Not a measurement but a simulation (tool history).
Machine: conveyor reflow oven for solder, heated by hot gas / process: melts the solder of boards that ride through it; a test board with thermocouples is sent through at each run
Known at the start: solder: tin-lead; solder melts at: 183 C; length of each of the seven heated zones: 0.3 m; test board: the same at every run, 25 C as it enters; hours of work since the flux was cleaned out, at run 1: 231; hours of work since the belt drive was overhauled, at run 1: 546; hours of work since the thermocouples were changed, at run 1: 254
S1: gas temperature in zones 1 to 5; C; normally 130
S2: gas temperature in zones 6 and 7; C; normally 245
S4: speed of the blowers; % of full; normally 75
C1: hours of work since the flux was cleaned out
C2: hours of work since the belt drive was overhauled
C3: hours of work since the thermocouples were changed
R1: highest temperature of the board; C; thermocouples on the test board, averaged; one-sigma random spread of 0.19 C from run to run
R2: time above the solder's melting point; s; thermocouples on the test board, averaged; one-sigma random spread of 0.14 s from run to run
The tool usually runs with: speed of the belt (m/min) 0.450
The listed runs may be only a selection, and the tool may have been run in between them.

Run 1, hour 0.0: usual settings; C1 231; C2 546; C3 254. Result: R1 221.9 C, R2 59.9 s.
Run 2, hour 6.9: usual settings; C1 235; C2 551; C3 259. Result: R1 221.6 C, R2 60.4 s.
Run 3, hour 18.6: usual settings; C1 243; C2 559; C3 267. Result: R1 221.9 C, R2 60.0 s.
Run 4, hour 25.1: usual settings; C1 247; C2 563; C3 271. Result: R1 221.4 C, R2 60.2 s.
At hour 31.5: flux residue cleaned out of gas plates and filters.
Run 5, hour 39.8: usual settings but speed of the belt (m/min) 0.435; C1 5; C2 569; C3 277. Result: R1 224.4 C, R2 64.9 s.
Run 6, hour 46.6: usual settings but speed of the belt (m/min) 0.364; C1 10; C2 574; C3 282. Result: R1 230.7 C, R2 83.1 s.
Run 7, hour 53.6: usual settings but speed of the belt (m/min) 0.364; C1 15; C2 579; C3 287. Result: R1 230.9 C, R2 83.4 s.
Run 8, hour 61.7: usual settings; C1 20; C2 584; C3 292. Result: R1 223.2 C, R2 61.4 s.
Run 9, hour 70.0: usual settings; C1 25; C2 589; C3 297. Result: R1 223.0 C, R2 61.1 s.
Run 10, hour 75.7: usual settings; C1 29; C2 593; C3 301. Result: R1 223.0 C, R2 61.6 s.
Run 11, hour 82.5: usual settings; C1 34; C2 598; C3 306. Result: R1 223.2 C, R2 61.2 s.
Run 12, hour 89.4: usual settings; C1 38; C2 602; C3 310. Result: R1 223.0 C, R2 61.3 s.
Run 13, hour 100.9: usual settings; C1 46; C2 610; C3 318. Result: R1 222.8 C, R2 61.2 s.
Run 14, hour 110.2: usual settings; C1 52; C2 616; C3 324. Result: R1 223.2 C, R2 61.3 s.
Run 15, hour 116.5: usual settings but S2 241 C; C1 56; C2 620; C3 328. Result: R1 219.3 C, R2 58.7 s.
Run 16, hour 123.9: usual settings but S2 251 C; C1 61; C2 625; C3 333. Result: R1 228.3 C, R2 64.8 s.
Run 17, hour 131.9: usual settings but S2 251 C; C1 66; C2 630; C3 339. Result: R1 228.0 C, R2 64.9 s.
Run 18, hour 138.4: usual settings but S1 143 C, S2 255 C, speed of the belt (m/min) 0.415; C1 71; C2 635; C3 343. Result: R1 236.9 C, R2 81.0 s.
Run 19, hour 150.4: usual settings but S1 143 C, S2 255 C, speed of the belt (m/min) 0.415; C1 79; C2 643; C3 351. Result: R1 236.9 C, R2 80.8 s.
Run 20, hour 162.0: usual settings but S4 60 % of full; C1 86; C2 650; C3 358. Result: R1 215.4 C, R2 54.3 s.
Run 21, hour 170.3: usual settings but S2 237 C, speed of the belt (m/min) 0.423, S4 60 % of full; C1 92; C2 656; C3 364. Result: R1 212.4 C, R2 54.5 s.
Run 22, hour 179.4: usual settings but S1 141 C, speed of the belt (m/min) 0.459, S4 68 % of full; C1 98; C2 662; C3 370. Result: R1 221.6 C, R2 62.3 s.
Run 23, hour 186.3: usual settings but S1 123 C, S2 234 C, speed of the belt (m/min) 0.483, S4 69 % of full; C1 103; C2 667; C3 375. Result: R1 206.6 C, R2 39.8 s.
Run 24, hour 193.8: usual settings but S1 121 C, S2 242 C, speed of the belt (m/min) 0.389, S4 69 % of full; C1 108; C2 672; C3 380. Result: R1 221.8 C, R2 67.0 s.
Run 25, hour 204.9: usual settings but S2 233 C, speed of the belt (m/min) 0.415, S4 58 % of full; C1 115; C2 679; C3 387. Result: R1 208.5 C, R2 51.8 s.
Run 26, hour 215.0: usual settings but S2 233 C, speed of the belt (m/min) 0.415, S4 58 % of full; C1 122; C2 686; C3 394. Result: R1 208.7 C, R2 51.6 s.
Run 27, hour 221.7: usual settings but S2 233 C, speed of the belt (m/min) 0.415, S4 58 % of full; C1 126; C2 690; C3 398. Result: R1 208.4 C, R2 51.5 s.
Run 28, hour 232.2: usual settings but S1 121 C, S2 233 C, speed of the belt (m/min) 0.399, S4 58 % of full; C1 133; C2 697; C3 405. Result: R1 208.2 C, R2 50.1 s.
Run 29, hour 237.4: usual settings but S2 243 C; C1 136; C2 700; C3 408. Result: R1 221.0 C, R2 59.8 s.
Run 30, hour 245.6: usual settings but S1 136 C, S2 253 C; C1 142; C2 706; C3 414. Result: R1 230.4 C, R2 68.3 s.
Run 31, hour 253.3: usual settings but speed of the belt (m/min) 0.512, S4 73 % of full; C1 147; C2 711; C3 419. Result: R1 215.7 C, R2 48.0 s.
Run 32, hour 260.2: usual settings but speed of the belt (m/min) 0.512, S4 73 % of full; C1 152; C2 715; C3 424. Result: R1 215.9 C, R2 48.0 s.

Forecast each of these 3 alternatives for the next run:
Run A, hour 266.6: usual settings but S1 120 C, speed of the belt (m/min) 0.388, S4 52 % of full; C1 156; C2 720; C3 428. Result: R1 ?, R2 ?.
Run B, hour 266.6: usual settings but S4 65 % of full; C1 156; C2 720; C3 428. Result: R1 ?, R2 ?.
Run C, hour 266.6: usual settings but S1 118 C, S2 252 C; C1 156; C2 720; C3 428. Result: R1 ?, R2 ?.

run     R1    R2
  A  214.9  59.5
  B  217.7  56.6
  C  225.7  59.7
The same runs, with their run-to-run variation unchanged, on a tool lacking any hidden condition would have given:
run     R1    R2
  A  214.8  58.9
  B  217.9  56.3
  C  226.1  59.5

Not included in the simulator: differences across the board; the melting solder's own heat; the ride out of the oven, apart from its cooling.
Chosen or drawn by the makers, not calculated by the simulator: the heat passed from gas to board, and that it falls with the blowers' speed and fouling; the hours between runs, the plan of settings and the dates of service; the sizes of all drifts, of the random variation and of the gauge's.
